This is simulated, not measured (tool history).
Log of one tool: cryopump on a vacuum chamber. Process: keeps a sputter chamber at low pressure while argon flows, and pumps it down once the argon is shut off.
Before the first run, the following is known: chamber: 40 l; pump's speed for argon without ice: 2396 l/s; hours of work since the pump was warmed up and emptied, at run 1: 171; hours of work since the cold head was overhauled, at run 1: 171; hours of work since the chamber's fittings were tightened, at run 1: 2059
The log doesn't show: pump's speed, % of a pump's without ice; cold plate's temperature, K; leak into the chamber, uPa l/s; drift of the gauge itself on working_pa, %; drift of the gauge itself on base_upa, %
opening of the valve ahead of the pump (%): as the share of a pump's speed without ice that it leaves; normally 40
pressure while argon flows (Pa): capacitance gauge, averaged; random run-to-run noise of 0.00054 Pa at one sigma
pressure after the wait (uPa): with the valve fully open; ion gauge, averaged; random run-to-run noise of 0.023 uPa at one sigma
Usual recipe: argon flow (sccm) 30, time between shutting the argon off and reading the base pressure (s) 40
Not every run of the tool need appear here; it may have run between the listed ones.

| run | day | argon flow (sccm) | time between shutting the argon off and reading the base pressure (s) | opening of the valve ahead of the pump (%) | hours of work since the pump was warmed up and emptied | hours of work since the cold head was overhauled | hours of work since the chamber's fittings were tightened | pressure while argon flows (Pa) | pressure after the wait (uPa) |
|---|---|---|---|---|---|---|---|---|---|
| 1 | 0 | 30 | 40 | 40 | 171 | 171 | 2059 | 0.0554 | 1.55 |
| 2 | 0.633 | 30 | 40 | 40 | 179 | 179 | 2067 | 0.0553 | 1.55 |
| 3 | 1.183 | 53 | 40 | 40 | 186 | 186 | 2073 | 0.0991 | 1.53 |
| 4 | 2.029 | 30 | 40 | 40 | 196 | 196 | 2084 | 0.0557 | 1.58 |
| 5 | 2.7 | 30 | 40 | 40 | 204 | 204 | 2092 | 0.0557 | 1.57 |
| 6 | 3.458 | 30 | 40 | 40 | 213 | 213 | 2100 | 0.057 | 1.55 |
| 7 | 4 | 30 | 40 | 16 | 219 | 219 | 2107 | 0.1351 | 1.61 |
| 8 | 4.883 | 30 | 40 | 16 | 230 | 230 | 2117 | 0.1355 | 1.66 |
| 9 | 5.717 | 30 | 40 | 22 | 239 | 239 | 2127 | 0.0993 | 1.66 |
| 10 | 6.204 | 30 | 40 | 22 | 245 | 245 | 2133 | 0.0994 | 1.63 |
| 11 | 6.888 | 30 | 40 | 22 | 253 | 253 | 2141 | 0.1006 | 1.62 |
| 12 | 7.8 | 30 | 40 | 32 | 264 | 264 | 2152 | 0.0704 | 1.66 |
| 13 | 8.646 | 30 | 40 | 32 | 274 | 274 | 2162 | 0.0695 | 1.64 |
| 14 | 9.5 | 30 | 40 | 32 | 285 | 285 | 2172 | 0.07 | 1.66 |
|  | 10.367 | leaking fittings of the chamber tightened, without venting |
| 15 | 10.367 | 30 | 40 | 32 | 294 | 294 | 0 | 0.0708 | 0.83 |
| 16 | 10.958 | 30 | 35 | 40 | 301 | 301 | 7 | 0.057 | 0.9 |
| 17 | 11.475 | 56 | 194 | 31 | 307 | 307 | 13 | 0.1366 | 0.27 |
| 18 | 11.95 | 56 | 194 | 31 | 313 | 313 | 19 | 0.1352 | 0.3 |
|  | 12.467 | pump warmed up, emptied and cooled again |
| 19 | 12.729 | 56 | 194 | 31 | 3 | 319 | 26 | 0.1277 | 0.29 |
| 20 | 13.246 | 33 | 68 | 16 | 9 | 326 | 32 | 0.1462 | 0.51 |
| 21 | 14.038 | 33 | 68 | 16 | 19 | 335 | 41 | 0.1459 | 0.53 |
| 22 | 14.625 | 30 | 66 | 40 | 26 | 342 | 48 | 0.0534 | 0.56 |
| 23 | 15.138 | 13 | 29 | 40 | 32 | 348 | 54 | 0.0232 | 1.04 |
| 24 | 15.85 | 30 | 40 | 46 | 40 | 357 | 63 | 0.0463 | 0.78 |
| 25 | 16.921 | 30 | 40 | 46 | 53 | 369 | 76 | 0.0483 | 0.81 |
| 26 | 17.396 | 30 | 40 | 46 | 59 | 375 | 81 | 0.0468 | 0.84 |
| 27 | 18.529 | 22 | 41 | 45 | 72 | 389 | 95 | 0.0365 | 0.82 |
| 28 | 19.583 | 30 | 30 | 24 | 85 | 401 | 107 | 0.0887 | 1.07 |
| 29 | 20.5 | 30 | 30 | 24 | 96 | 412 | 118 | 0.09 | 1.05 |

3 ways to go on from here, each from the tool as it stands after run 29. What would each give?
| A | 21.483 | 30 | 30 | 24 | 107 | 424 | 130 | ? | ? |
| B | 21.483 | 49 | 40 | 40 | 107 | 424 | 130 | ? | ? |
| C | 21.483 | 30 | 40 | 19 | 107 | 424 | 130 | ? | ? |

| run | pressure while argon flows (Pa) | pressure after the wait (uPa) |
|---|---|---|
| A | 0.0904 | 1.06 |
| B | 0.0901 | 0.82 |
| C | 0.1136 | 0.87 |
The same runs, with their run-to-run variation unchanged, on a tool lacking any hidden condition would have given:
| run | pressure while argon flows (Pa) | pressure after the wait (uPa) |
|---|---|---|
| A | 0.0887 | 1 |
| B | 0.0873 | 0.76 |
| C | 0.1118 | 0.81 |
